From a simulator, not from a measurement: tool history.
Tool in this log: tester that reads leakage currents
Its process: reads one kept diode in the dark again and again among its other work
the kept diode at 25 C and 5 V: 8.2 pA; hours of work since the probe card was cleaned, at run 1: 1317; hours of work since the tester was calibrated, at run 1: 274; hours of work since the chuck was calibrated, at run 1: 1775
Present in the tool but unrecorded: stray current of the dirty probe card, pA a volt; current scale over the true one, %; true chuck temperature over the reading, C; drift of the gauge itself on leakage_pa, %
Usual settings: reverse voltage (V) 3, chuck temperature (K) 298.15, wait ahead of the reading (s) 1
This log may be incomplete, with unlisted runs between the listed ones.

run	hour	reverse voltage (V)	chuck temperature (K)	wait ahead of the reading (s)	hours of work since the probe card was cleaned	hours of work since the tester was calibrated	hours of work since the chuck was calibrated	current that the tester gives (pA)
1	0	3	298.15	1	1317	274	1775	15.84
2	16	3	308.15	1	1326	282	1784	23.99
3	33.2	1.7	298.15	1	1335	291	1793	10.06
4	53.6	1.7	298.15	1	1345	302	1804	10.13
5	78.3	3	298.15	2.24	1359	315	1817	15.48
6	110.3	3	298.15	1.44	1375	332	1834	15.92
7	136.5	3	298.15	1.44	1389	346	1847	16.07
# hour 150.5: probe card cleaned and baked
8	160.7	14.14	298.15	1.44	5	357	1859	19.38
9	177.8	14.14	298.15	1.44	14	366	1868	19.68
10	194.4	3	310.15	1	23	375	1877	18.03
11	220.1	3.56	298.15	1	37	388	1890	8.73
12	255.7	3.56	298.15	1	56	407	1909	8.98
13	274.6	3	298.15	1	66	417	1919	8.03
# hour 279.7: tester calibrated
14	300.8	3	298.15	1	78	11	1932	8.06
15	329.2	1.61	298.15	1	93	26	1947	5.42
16	362.8	3	298.15	1	111	44	1964	8.36
# hour 371: tester calibrated, once more
17	391.8	3	298.15	1	125	11	1979	8.45
18	416.5	3	320.15	1	139	24	1992	37.38
19	446.2	3	298.15	1	154	40	2008	8.68
20	466.5	3	303.15	1	165	51	2018	11.86
21	482.6	3	303.15	1	173	59	2027	11.88
22	497.4	6.32	306.15	1	181	67	2035	23.55
23	514.3	16.67	319.15	2.47	190	76	2044	96.15
24	537.9	16.67	319.15	2.47	203	88	2056	96.53
25	554.7	16.67	319.15	2.47	212	97	2065	96.54
26	582.5	16.67	319.15	2.47	226	112	2080	96.86
27	597.7	4.65	298.15	1.1	234	120	2088	12.12
28	628.2	7.38	293.15	1	250	136	2104	13.55
29	654.3	7.38	293.15	1	264	150	2118	13.85
30	682.5	7.38	293.15	1	279	165	2132	14.11
31	710.9	8.48	298.15	1	294	180	2147	20
32	738.4	14.66	321.15	1	309	194	2162	108.23
33	754.1	14.66	321.15	1	317	203	2170	109.17
34	787.6	15.59	305.15	1	335	220	2188	45.48
35	805.9	2.85	318.15	6.93	344	230	2198	31.94
36	841.9	7.23	331.15	0.34	363	249	2217	139.45
37	859.4	4.36	315.15	5.61	373	258	2226	33.95
38	882.1	4.36	314.15	5.61	385	270	2238	31.73
39	911.8	4.36	314.15	5.61	400	286	2254	32.04

Each row is a separate what-if for the run after 39, all from the same tool condition, not one after another. Results?
A	931.9	4.36	302.15	1.82	411	297	2264	?
B	931.9	1.21	326.15	1.86	411	297	2264	?
C	931.9	1.61	298.15	3.52	411	297	2264	?
D	931.9	10.03	326.15	2.14	411	297	2264	?
E	931.9	8.15	297.15	5.89	411	297	2264	?

run	current that the tester gives (pA)
A	15.78
B	33.87
C	6
D	117.72
E	17.75
What these runs would have given with no unlogged condition in the tool:
run	current that the tester gives (pA)
A	11.71
B	31.54
C	4.48
D	105.15
E	10.65

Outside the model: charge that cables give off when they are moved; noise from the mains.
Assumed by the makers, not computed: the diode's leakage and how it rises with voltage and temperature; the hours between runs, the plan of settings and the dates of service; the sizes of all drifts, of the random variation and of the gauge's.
